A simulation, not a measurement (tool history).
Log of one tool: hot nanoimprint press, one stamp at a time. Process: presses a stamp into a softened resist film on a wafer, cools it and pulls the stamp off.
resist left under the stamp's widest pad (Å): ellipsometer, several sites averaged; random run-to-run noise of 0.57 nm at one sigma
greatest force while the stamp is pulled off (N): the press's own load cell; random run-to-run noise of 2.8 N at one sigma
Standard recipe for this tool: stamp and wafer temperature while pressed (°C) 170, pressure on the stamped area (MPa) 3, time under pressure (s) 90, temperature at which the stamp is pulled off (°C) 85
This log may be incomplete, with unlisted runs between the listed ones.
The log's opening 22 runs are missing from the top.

run   hour  stamp and wafer temperature while pressed (°C)  pressure on the stamped area (MPa)  time under pressure (s)  temperature at which the stamp is pulled off (°C)  resist left under the stamp's widest pad (Å)  greatest force while the stamp is pulled off (N)
 23  238.1                                             170                                2.75                       90                                                 72                                          2492                                               267
 24  246.7                                             170                                2.75                       90                                                 72                                          2499                                               265
 25  258.6                                             170                                2.26                       90                                                 76                                          2731                                               241
 26  272.2                                             170                                2.26                       49                                                 76                                          3471                                               257
 27    287                                             166                                 2.8                       92                                                 85                                          3058                                               205
     291.3  -- plate thermocouple calibrated
 28  296.9                                             166                                 2.8                       92                                                 85                                          3254                                               208
 29  305.5                                             170                                3.48                       90                                                 84                                          2374                                               219
 30  313.4                                             170                                3.48                       90                                                 84                                          2381                                               217

4 ways to go on from here, each from the tool as it stands after run 30. What would each give?
  A   328                                             170                                3.48                      131                                                 84                                             ?                                                 ?
  B   328                                             174                                3.48                      112                                                 84                                             ?                                                 ?
  C   328                                             177                                1.92                       90                                                 85                                             ?                                                 ?
  D   328                                             165                                3.61                       90                                                 87                                             ?                                                 ?

run  resist left under the stamp's widest pad (Å)  greatest force while the stamp is pulled off (N)
  A                                          2004                                               214
  B                                          1698                                               219
  C                                          2096                                               212
  D                                          3130                                               195
Stripped of hidden state, with their random variation kept, the same runs would have yielded:
run  resist left under the stamp's widest pad (Å)  greatest force while the stamp is pulled off (N)
  A                                          1951                                               204
  B                                          1654                                               209
  C                                          2052                                               203
  D                                          3053                                               187
